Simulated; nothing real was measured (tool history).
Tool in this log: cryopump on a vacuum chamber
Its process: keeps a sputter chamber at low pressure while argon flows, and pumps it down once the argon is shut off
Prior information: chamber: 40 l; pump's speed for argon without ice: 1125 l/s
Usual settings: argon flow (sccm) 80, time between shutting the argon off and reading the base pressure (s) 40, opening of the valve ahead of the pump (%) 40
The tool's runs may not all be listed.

| run | hour | argon flow (sccm) | time between shutting the argon off and reading the base pressure (s) | opening of the valve ahead of the pump (%) | pressure while argon flows (Pa) | pressure after the wait (uPa) |
|---|---|---|---|---|---|---|
| 1 | 0.0 | 80 | 40 | 40 | 0.3195 | 5.72 |
| 2 | 59.5 | 80 | 40 | 40 | 0.3218 | 6.05 |
| 3 | 163.8 | 80 | 40 | 40 | 0.3276 | 6.28 |
| 4 | 244.7 | 80 | 40 | 40 | 0.3305 | 6.60 |
| 5 | 310.8 | 80 | 40 | 40 | 0.3343 | 6.70 |
| 6 | 369.1 | 80 | 40 | 40 | 0.3376 | 6.63 |
|  | 462.2 | pump warmed up, emptied and cooled again |
| 7 | 465.9 | 80 | 40 | 40 | 0.3027 | 6.11 |
| 8 | 560.5 | 80 | 98 | 40 | 0.3072 | 4.48 |
|  | 605.7 | leaking fittings of the chamber tightened, without venting |
| 9 | 658.7 | 80 | 98 | 40 | 0.3109 | 1.49 |
| 10 | 732.7 | 80 | 63 | 40 | 0.3107 | 2.15 |
| 11 | 860.6 | 80 | 63 | 40 | 0.3195 | 2.39 |
| 12 | 971.7 | 80 | 40 | 18 | 0.6923 | 3.49 |
| 13 | 1072.3 | 80 | 40 | 27 | 0.4754 | 3.66 |
| 14 | 1125.9 | 80 | 40 | 27 | 0.4750 | 3.74 |
| 15 | 1208.1 | 80 | 40 | 27 | 0.4831 | 3.96 |
| 16 | 1308.2 | 80 | 40 | 40 | 0.3413 | 4.19 |
| 17 | 1415.6 | 80 | 40 | 40 | 0.3494 | 4.46 |
|  | 1427.3 | pump warmed up, emptied and cooled again |
| 18 | 1481.5 | 80 | 40 | 40 | 0.3037 | 3.98 |
| 19 | 1602.5 | 92 | 256 | 40 | 0.3569 | 1.90 |
| 20 | 1668.9 | 92 | 256 | 40 | 0.3605 | 2.03 |
| 21 | 1757.2 | 80 | 49 | 31 | 0.4026 | 4.17 |
| 22 | 1816.9 | 80 | 49 | 31 | 0.4061 | 4.10 |
| 23 | 1943.0 | 80 | 49 | 31 | 0.4126 | 4.37 |
| 24 | 2007.9 | 80 | 24 | 31 | 0.4148 | 6.76 |
| 25 | 2092.5 | 80 | 291 | 49 | 0.2782 | 2.89 |
| 26 | 2173.5 | 94 | 34 | 49 | 0.3335 | 5.80 |
| 27 | 2234.5 | 44 | 122 | 46 | 0.1658 | 3.68 |
| 28 | 2334.1 | 44 | 122 | 46 | 0.1694 | 3.91 |
|  | 2391.6 | pump warmed up, emptied and cooled again |
| 29 | 2431.2 | 78 | 40 | 40 | 0.2983 | 5.22 |
| 30 | 2505.4 | 78 | 40 | 40 | 0.2964 | 5.22 |
| 31 | 2614.1 | 74 | 230 | 23 | 0.4912 | 3.24 |
| 32 | 2744.1 | 120 | 107 | 43 | 0.4407 | 3.98 |
| 33 | 2826.6 | 86 | 112 | 43 | 0.3214 | 4.18 |
| 34 | 2939.5 | 80 | 40 | 20 | 0.6235 | 6.05 |

3 options for the next run, each taken on its own from the tool as it stands now. Forecast them:
| A | 3040.3 | 80 | 43 | 20 | ? | ? |
| B | 3040.3 | 80 | 76 | 43 | ? | ? |
| C | 3040.3 | 85 | 156 | 20 | ? | ? |

| run | pressure while argon flows (Pa) | pressure after the wait (uPa) |
|---|---|---|
| A | 0.6329 | 6.12 |
| B | 0.3107 | 5.27 |
| C | 0.6710 | 4.45 |
With no hidden state in the tool, these same runs would have given:
| run | pressure while argon flows (Pa) | pressure after the wait (uPa) |
|---|---|---|
| A | 0.6017 | 2.69 |
| B | 0.2795 | 1.69 |
| C | 0.6379 | 0.94 |
